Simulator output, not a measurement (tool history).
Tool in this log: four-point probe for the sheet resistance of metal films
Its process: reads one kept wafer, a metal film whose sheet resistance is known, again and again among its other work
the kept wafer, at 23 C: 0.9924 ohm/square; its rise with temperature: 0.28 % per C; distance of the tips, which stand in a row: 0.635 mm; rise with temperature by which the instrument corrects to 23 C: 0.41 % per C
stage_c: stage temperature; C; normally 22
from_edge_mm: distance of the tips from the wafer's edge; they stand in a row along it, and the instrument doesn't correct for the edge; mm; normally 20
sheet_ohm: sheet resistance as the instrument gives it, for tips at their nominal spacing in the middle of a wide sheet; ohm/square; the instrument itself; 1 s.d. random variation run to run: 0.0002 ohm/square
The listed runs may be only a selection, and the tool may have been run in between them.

| run | hour | stage_c | from_edge_mm | sheet_ohm |
|---|---|---|---|---|
| 1 | 0.0 | 22 | 20 | 0.998436 |
| 2 | 19.4 | 22 | 20 | 0.998121 |
| 3 | 44.7 | 22 | 68 | 0.997635 |
| 4 | 65.4 | 22 | 68 | 0.997623 |
| 5 | 103.6 | 22 | 4 | 1.011220 |
| 6 | 137.8 | 22 | 4 | 1.011477 |
| 7 | 167.8 | 22 | 20 | 0.998243 |
| 8 | 197.6 | 22 | 38 | 0.997958 |
| 9 | 233.6 | 22 | 9 | 1.000751 |
| 10 | 267.7 | 22 | 9 | 1.000102 |
| 11 | 301.3 | 22 | 20 | 0.998491 |
| 12 | 327.2 | 22 | 20 | 0.998231 |
| 13 | 344.5 | 22 | 20 | 0.998068 |
| 14 | 384.2 | 22 | 20 | 0.998069 |
| 15 | 411.3 | 25 | 20 | 0.994466 |
| 16 | 427.9 | 22 | 20 | 0.998058 |
| 17 | 465.2 | 22 | 20 | 0.998067 |
| 18 | 492.7 | 22 | 20 | 0.998144 |
| 19 | 515.7 | 22 | 8 | 1.001153 |
| 20 | 549.3 | 22 | 8 | 1.001137 |
| 21 | 583.4 | 22 | 20 | 0.998077 |
| 22 | 612.8 | 22 | 20 | 0.998381 |
| 23 | 634.3 | 22 | 20 | 0.998391 |
| 24 | 660.5 | 23 | 4 | 1.009839 |
| 25 | 698.5 | 28 | 5 | 0.998890 |
| 26 | 719.1 | 28 | 41 | 0.990096 |
|  | 722.7 | stage's thermometer calibrated |
| 27 | 749.8 | 23 | 16 | 0.997107 |
| 28 | 787.5 | 23 | 16 | 0.997134 |
| 29 | 804.3 | 30 | 16 | 0.989007 |
| 30 | 824.1 | 30 | 16 | 0.988836 |
| 31 | 853.7 | 19 | 16 | 1.002210 |
|  | 885.7 | stage's thermometer calibrated, once more |
| 32 | 891.7 | 19 | 11 | 1.003873 |
| 33 | 911.3 | 19 | 4 | 1.016038 |
| 34 | 942.2 | 18 | 40 | 1.003820 |
| 35 | 974.5 | 18 | 40 | 1.003746 |
| 36 | 999.5 | 20 | 70 | 1.001402 |
| 37 | 1016.7 | 27 | 3 | 1.015669 |
| 38 | 1048.7 | 27 | 3 | 1.015427 |
| 39 | 1085.9 | 32 | 27 | 0.986942 |
| 40 | 1106.7 | 32 | 27 | 0.986592 |
| 41 | 1134.4 | 20 | 8 | 1.004068 |
| 42 | 1153.0 | 32 | 13 | 0.987724 |
| 43 | 1186.0 | 32 | 13 | 0.987472 |
| 44 | 1203.7 | 32 | 13 | 0.987634 |
| 45 | 1228.6 | 25 | 20 | 0.995284 |

Predict each of these 4 candidate next runs independently; none follows another, all start after run 45:
| A | 1267.3 | 25 | 4 | ? |
| B | 1267.3 | 20 | 12 | ? |
| C | 1267.3 | 32 | 20 | ? |
| D | 1267.3 | 18 | 43 | ? |

| run | sheet_ohm |
|---|---|
| A | 1.008115 |
| B | 1.002879 |
| C | 0.987060 |
| D | 1.003571 |
Without the tool's hidden state the same runs would have given:
| run | sheet_ohm |
|---|---|
| A | 1.003281 |
| B | 0.998066 |
| C | 0.982322 |
| D | 0.998755 |

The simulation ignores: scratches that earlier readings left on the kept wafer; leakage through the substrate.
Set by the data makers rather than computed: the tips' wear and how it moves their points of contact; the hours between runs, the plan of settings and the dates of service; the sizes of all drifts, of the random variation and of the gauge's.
